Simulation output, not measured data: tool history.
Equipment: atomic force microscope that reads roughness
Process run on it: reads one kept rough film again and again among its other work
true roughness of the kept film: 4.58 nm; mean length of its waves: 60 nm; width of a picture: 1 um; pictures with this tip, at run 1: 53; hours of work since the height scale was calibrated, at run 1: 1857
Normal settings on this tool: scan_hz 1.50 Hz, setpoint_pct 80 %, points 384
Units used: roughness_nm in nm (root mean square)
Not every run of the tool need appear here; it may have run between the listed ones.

run	hour	scan_hz	setpoint_pct	points	pictures with this tip	hours of work since the height scale was calibrated	roughness_nm
1	0.0	1.50	80	384	53	1857	3.875
# hour 33.6: new tip fitted
2	44.0	1.50	80	384	17	1890	3.958
3	90.9	1.50	80	384	93	1927	3.784
# hour 102.8: new tip fitted
4	148.6	1.50	80	384	74	1971	3.797
# hour 170.4: new tip fitted
5	188.2	1.50	80	384	29	2001	3.934
# hour 239.0: new tip fitted
6	243.4	1.50	80	384	7	2043	3.967
7	269.0	1.50	80	384	48	2063	3.864
8	299.4	1.85	80	384	97	2087	3.655
# hour 306.7: new tip fitted
9	335.0	1.85	80	384	45	2114	3.822
10	366.1	1.50	61	384	95	2138	4.044
# hour 375.2: new tip fitted
11	405.5	1.50	61	384	49	2168	4.116
# hour 442.1: new tip fitted
12	461.0	1.50	80	384	31	2210	3.912
# hour 511.3: new tip fitted
13	513.6	1.50	80	384	4	2251	3.936
14	545.9	1.50	80	384	56	2275	3.820
# hour 578.5: new tip fitted
15	594.8	1.28	80	384	26	2313	3.954
# hour 599.3: height scale calibrated on a step standard
# hour 647.3: new tip fitted
16	650.6	2.42	80	384	5	39	3.763
# hour 695.8: height scale calibrated on a step standard, once more
17	701.7	1.50	80	331	86	5	3.828
# hour 716.0: new tip fitted
18	736.6	1.50	80	331	33	31	3.956
19	770.9	1.50	85	384	88	58	3.725
# hour 783.7: new tip fitted
20	807.0	1.50	80	384	37	85	3.908
21	840.9	1.50	80	384	92	111	3.798
# hour 854.0: new tip fitted
22	897.4	1.50	80	384	70	155	3.917
# hour 921.4: new tip fitted
23	923.8	1.50	80	384	3	175	4.037
24	982.4	1.50	80	384	98	220	3.782
# hour 989.2: new tip fitted
25	1038.5	1.50	80	384	80	263	3.807
# hour 1057.6: new tip fitted
26	1077.3	2.73	74	384	31	292	3.823
27	1122.7	2.73	74	384	105	327	3.661
# hour 1127.3: new tip fitted
28	1174.5	1.96	74	384	76	367	3.853
# hour 1196.2: new tip fitted
29	1219.8	1.50	75	258	37	402	4.042
# hour 1262.5: new tip fitted
30	1277.3	0.74	60	384	23	446	4.312
# hour 1333.8: new tip fitted
31	1337.0	3.88	80	338	5	491	3.469
32	1388.7	0.59	80	283	88	531	3.999
# hour 1402.6: new tip fitted
33	1432.4	0.80	80	384	48	565	4.068
# hour 1470.6: new tip fitted
34	1489.8	0.80	80	384	31	609	4.117
35	1530.3	0.80	80	384	96	640	3.945
# hour 1540.8: new tip fitted
36	1582.5	1.85	80	623	68	680	3.780
# hour 1608.0: new tip fitted
37	1608.0	1.50	80	269	0	699	3.999
38	1635.6	0.93	82	987	44	720	4.020
# hour 1675.3: new tip fitted
39	1692.3	1.95	81	960	27	764	3.805
# hour 1742.6: new tip fitted
40	1742.6	2.70	71	960	0	802	3.962
41	1787.1	3.40	71	730	72	837	3.713
# hour 1813.0: new tip fitted
42	1837.6	0.68	70	763	40	875	4.216
# hour 1879.3: new tip fitted
43	1879.3	0.68	70	763	0	907	4.352
44	1921.5	3.40	69	763	68	940	3.754
# hour 1945.3: new tip fitted
45	1964.9	3.40	69	763	31	973	3.836
46	2001.8	0.73	80	270	91	1001	4.010
# hour 2012.9: new tip fitted
47	2040.4	2.70	80	676	44	1031	3.591
# hour 2081.1: new tip fitted
48	2088.6	1.50	63	789	12	1068	4.231
49	2142.0	1.24	78	789	98	1109	3.900

For each entry between runs, how does the tool's hidden state at the last listed run before it compare with that at the first listed run after it?
In the gap between runs 1 and 2: new tip fitted (hour 33.6)
  radius of the tip, nm: 11.7 -> 7.4; height scale over the true one, %: -0.84 -> -0.85
  difference, measured minus the result without the unlogged condition, roughness_nm: -0.161 -> -0.080 nm (root mean square)
In the gap between runs 3 and 4: new tip fitted (hour 102.8)
  radius of the tip, nm: 17.4 -> 15; height scale over the true one, %: -0.86 -> -0.88
  difference, measured minus the result without the unlogged condition, roughness_nm: -0.264 -> -0.222 nm (root mean square)
In the gap between runs 4 and 5: new tip fitted (hour 170.4)
  radius of the tip, nm: 15 -> 9.1; height scale over the true one, %: -0.88 -> -0.89
  difference, measured minus the result without the unlogged condition, roughness_nm: -0.222 -> -0.114 nm (root mean square)
In the gap between runs 5 and 6: new tip fitted (hour 239.0)
  radius of the tip, nm: 9.1 -> 6.2; height scale over the true one, %: -0.89 -> -0.91
  difference, measured minus the result without the unlogged condition, roughness_nm: -0.114 -> -0.060 nm (root mean square)
In the gap between runs 8 and 9: new tip fitted (hour 306.7)
  radius of the tip, nm: 18 -> 11.2; height scale over the true one, %: -0.92 -> -0.93
  difference, measured minus the result without the unlogged condition, roughness_nm: -0.268 -> -0.153 nm (root mean square)
In the gap between runs 10 and 11: new tip fitted (hour 375.2)
  radius of the tip, nm: 17.6 -> 11.3; height scale over the true one, %: -0.94 -> -0.95
  difference, measured minus the result without the unlogged condition, roughness_nm: -0.291 -> -0.168 nm (root mean square)
In the gap between runs 11 and 12: new tip fitted (hour 442.1)
  radius of the tip, nm: 11.3 -> 9; height scale over the true one, %: -0.95 -> -0.97
  difference, measured minus the result without the unlogged condition, roughness_nm: -0.168 -> -0.115 nm (root mean square)
In the gap between runs 12 and 13: new tip fitted (hour 511.3)
  radius of the tip, nm: 9 -> 5.9; height scale over the true one, %: -0.97 -> -0.98
  difference, measured minus the result without the unlogged condition, roughness_nm: -0.115 -> -0.056 nm (root mean square)
In the gap between runs 14 and 15: new tip fitted (hour 578.5)
  radius of the tip, nm: 12.8 -> 8.7; height scale over the true one, %: -0.99 -> -1
  difference, measured minus the result without the unlogged condition, roughness_nm: -0.186 -> -0.112 nm (root mean square)
In the gap between runs 15 and 16: height scale calibrated on a step standard (hour 599.3); new tip fitted (hour 647.3)
  radius of the tip, nm: 8.7 -> 5.9; height scale over the true one, %: -1 -> -1.25
  difference, measured minus the result without the unlogged condition, roughness_nm: -0.112 -> -0.064 nm (root mean square)
In the gap between runs 16 and 17: height scale calibrated on a step standard, once more (hour 695.8)
  radius of the tip, nm: 5.9 -> 16.3; height scale over the true one, %: -1.25 -> -0.05
  difference, measured minus the result without the unlogged condition, roughness_nm: -0.064 -> -0.215 nm (root mean square)
In the gap between runs 17 and 18: new tip fitted (hour 716.0)
  radius of the tip, nm: 16.3 -> 9.2; height scale over the true one, %: -0.05 -> -0.06
  difference, measured minus the result without the unlogged condition, roughness_nm: -0.215 -> -0.084 nm (root mean square)
In the gap between runs 19 and 20: new tip fitted (hour 783.7)
  radius of the tip, nm: 16.2 -> 9.9; height scale over the true one, %: -0.07 -> -0.08
  difference, measured minus the result without the unlogged condition, roughness_nm: -0.208 -> -0.096 nm (root mean square)
In the gap between runs 21 and 22: new tip fitted (hour 854.0)
  radius of the tip, nm: 16.3 -> 13.4; height scale over the true one, %: -0.09 -> -0.1
  difference, measured minus the result without the unlogged condition, roughness_nm: -0.214 -> -0.165 nm (root mean square)
In the gap between runs 22 and 23: new tip fitted (hour 921.4)
  radius of the tip, nm: 13.4 -> 5.4; height scale over the true one, %: -0.1 -> -0.11
  difference, measured minus the result without the unlogged condition, roughness_nm: -0.165 -> -0.011 nm (root mean square)
In the gap between runs 24 and 25: new tip fitted (hour 989.2)
  radius of the tip, nm: 17.4 -> 16; height scale over the true one, %: -0.13 -> -0.14
  difference, measured minus the result without the unlogged condition, roughness_nm: -0.235 -> -0.210 nm (root mean square)
In the gap between runs 25 and 26: new tip fitted (hour 1057.6)
  radius of the tip, nm: 16 -> 9.7; height scale over the true one, %: -0.14 -> -0.15
  difference, measured minus the result without the unlogged condition, roughness_nm: -0.210 -> -0.093 nm (root mean square)
In the gap between runs 27 and 28: new tip fitted (hour 1127.3)
  radius of the tip, nm: 19.6 -> 14.8; height scale over the true one, %: -0.17 -> -0.18
  difference, measured minus the result without the unlogged condition, roughness_nm: -0.269 -> -0.191 nm (root mean square)
In the gap between runs 28 and 29: new tip fitted (hour 1196.2)
  radius of the tip, nm: 14.8 -> 10.4; height scale over the true one, %: -0.18 -> -0.19
  difference, measured minus the result without the unlogged condition, roughness_nm: -0.191 -> -0.115 nm (root mean square)
In the gap between runs 29 and 30: new tip fitted (hour 1262.5)
  radius of the tip, nm: 10.4 -> 8.5; height scale over the true one, %: -0.19 -> -0.21
  difference, measured minus the result without the unlogged condition, roughness_nm: -0.115 -> -0.084 nm (root mean square)
In the gap between runs 30 and 31: new tip fitted (hour 1333.8)
  radius of the tip, nm: 8.5 -> 5.7; height scale over the true one, %: -0.21 -> -0.22
  difference, measured minus the result without the unlogged condition, roughness_nm: -0.084 -> -0.021 nm (root mean square)
In the gap between runs 32 and 33: new tip fitted (hour 1402.6)
  radius of the tip, nm: 17.5 -> 11.9; height scale over the true one, %: -0.24 -> -0.25
  difference, measured minus the result without the unlogged condition, roughness_nm: -0.255 -> -0.149 nm (root mean square)
In the gap between runs 33 and 34: new tip fitted (hour 1470.6)
  radius of the tip, nm: 11.9 -> 9.2; height scale over the true one, %: -0.25 -> -0.26
  difference, measured minus the result without the unlogged condition, roughness_nm: -0.149 -> -0.096 nm (root mean square)
In the gap between runs 35 and 36: new tip fitted (hour 1540.8)
  radius of the tip, nm: 17.3 -> 14.4; height scale over the true one, %: -0.28 -> -0.29
  difference, measured minus the result without the unlogged condition, roughness_nm: -0.249 -> -0.186 nm (root mean square)
In the gap between runs 36 and 37: new tip fitted (hour 1608.0)
  radius of the tip, nm: 14.4 -> 5.1; height scale over the true one, %: -0.29 -> -0.3
  difference, measured minus the result without the unlogged condition, roughness_nm: -0.186 -> -0.013 nm (root mean square)
In the gap between runs 38 and 39: new tip fitted (hour 1675.3)
  radius of the tip, nm: 10.9 -> 8.9; height scale over the true one, %: -0.3 -> -0.32
  difference, measured minus the result without the unlogged condition, roughness_nm: -0.129 -> -0.084 nm (root mean square)
In the gap between runs 39 and 40: new tip fitted (hour 1742.6)
  radius of the tip, nm: 8.9 -> 5.4; height scale over the true one, %: -0.32 -> -0.34
  difference, measured minus the result without the unlogged condition, roughness_nm: -0.084 -> -0.022 nm (root mean square)
In the gap between runs 41 and 42: new tip fitted (hour 1813.0)
  radius of the tip, nm: 14.2 -> 9.6; height scale over the true one, %: -0.35 -> -0.36
  difference, measured minus the result without the unlogged condition, roughness_nm: -0.181 -> -0.112 nm (root mean square)
In the gap between runs 42 and 43: new tip fitted (hour 1879.3)
  radius of the tip, nm: 9.6 -> 5.2; height scale over the true one, %: -0.36 -> -0.37
  difference, measured minus the result without the unlogged condition, roughness_nm: -0.112 -> -0.020 nm (root mean square)
In the gap between runs 44 and 45: new tip fitted (hour 1945.3)
  radius of the tip, nm: 14.7 -> 9.2; height scale over the true one, %: -0.38 -> -0.4
  difference, measured minus the result without the unlogged condition, roughness_nm: -0.193 -> -0.095 nm (root mean square)
In the gap between runs 46 and 47: new tip fitted (hour 2012.9)
  radius of the tip, nm: 17.1 -> 11.6; height scale over the true one, %: -0.41 -> -0.42
  difference, measured minus the result without the unlogged condition, roughness_nm: -0.256 -> -0.132 nm (root mean square)
In the gap between runs 47 and 48: new tip fitted (hour 2081.1)
  radius of the tip, nm: 11.6 -> 6.9; height scale over the true one, %: -0.42 -> -0.43
  difference, measured minus the result without the unlogged condition, roughness_nm: -0.132 -> -0.058 nm (root mean square)
